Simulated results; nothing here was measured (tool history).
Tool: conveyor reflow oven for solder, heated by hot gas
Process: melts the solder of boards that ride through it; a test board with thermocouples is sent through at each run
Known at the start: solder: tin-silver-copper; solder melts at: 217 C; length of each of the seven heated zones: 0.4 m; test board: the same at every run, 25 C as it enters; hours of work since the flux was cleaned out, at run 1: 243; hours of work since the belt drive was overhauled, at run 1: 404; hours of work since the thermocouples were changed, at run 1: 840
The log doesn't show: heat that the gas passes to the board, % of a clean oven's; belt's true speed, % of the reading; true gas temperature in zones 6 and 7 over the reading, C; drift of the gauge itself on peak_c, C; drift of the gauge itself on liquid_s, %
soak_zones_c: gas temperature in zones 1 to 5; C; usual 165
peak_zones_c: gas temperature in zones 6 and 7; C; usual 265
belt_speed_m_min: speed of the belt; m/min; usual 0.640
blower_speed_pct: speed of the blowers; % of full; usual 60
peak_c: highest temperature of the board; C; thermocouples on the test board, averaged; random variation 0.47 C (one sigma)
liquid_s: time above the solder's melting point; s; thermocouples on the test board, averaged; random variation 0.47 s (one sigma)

run,hour,soak_zones_c,peak_zones_c,belt_speed_m_min,blower_speed_pct,hours of work since the flux was cleaned out,hours of work since the belt drive was overhauled,hours of work since the thermocouples were changed,peak_c,liquid_s
1,0.0,165,265,0.640,60,243,404,840,244.5,46.5
2,9.5,165,265,0.640,60,248,409,846,245.7,47.1
3,28.1,164,265,0.640,60,259,420,856,243.1,45.6
4,44.5,164,265,0.640,53,268,429,865,240.9,42.5
5,55.2,177,265,0.640,60,274,435,871,245.7,53.2
6,77.2,177,265,0.640,60,286,447,884,245.4,52.9
7,92.1,177,265,0.640,51,295,456,892,242.5,48.3
8,110.6,177,265,0.640,51,305,466,903,242.6,48.9
9,133.3,165,271,0.640,60,318,479,915,248.7,50.4
10,150.2,165,271,0.640,60,328,489,925,249.3,50.2
11,167.0,165,265,0.640,60,337,498,935,243.0,46.2
12,183.7,165,265,0.640,60,347,508,944,244.0,46.7
13,196.6,165,265,0.640,53,354,515,951,240.9,42.8
14,214.9,165,265,0.640,53,364,525,962,241.4,42.7
15,232.5,165,265,0.640,53,374,535,971,240.4,42.8
16,250.5,165,265,0.524,60,384,545,982,249.6,64.8
17,265.0,170,265,0.577,60,392,553,990,246.8,58.3
18,275.6,177,265,0.577,63,398,559,996,249.1,62.3
19,288.9,177,265,0.577,63,406,567,1003,249.6,63.4
20,304.9,153,265,0.641,63,415,576,1012,242.2,41.6
# hour 328.6: flux residue cleaned out of gas plates and filters
21,330.0,151,263,0.641,63,1,587,1024,241.1,40.6
22,347.6,156,265,0.741,66,11,597,1034,239.2,33.2
23,365.2,177,265,0.741,75,21,607,1044,246.9,46.1
24,383.0,165,265,0.624,63,31,617,1054,246.6,51.0
25,405.8,154,265,0.708,84,44,630,1066,246.7,42.5
26,419.7,154,265,0.708,55,51,638,1074,235.0,29.9
27,439.9,154,265,0.708,55,63,649,1086,234.8,29.8
28,451.3,154,276,0.708,74,69,656,1092,253.2,46.4

3 ways to go on from here, each from the tool as it stands after run 28. What would each give?
A,471.9,165,271,0.761,78,81,667,1104,?,?
B,471.9,171,265,0.640,60,81,667,1104,?,?
C,471.9,154,276,0.708,75,81,667,1104,?,?

run,peak_c,liquid_s
A,249.9,43.1
B,244.9,48.9
C,253.2,46.9
Without the tool's hidden state the same runs would have given:
run,peak_c,liquid_s
A,253.1,44.6
B,248.0,50.9
C,256.5,48.4

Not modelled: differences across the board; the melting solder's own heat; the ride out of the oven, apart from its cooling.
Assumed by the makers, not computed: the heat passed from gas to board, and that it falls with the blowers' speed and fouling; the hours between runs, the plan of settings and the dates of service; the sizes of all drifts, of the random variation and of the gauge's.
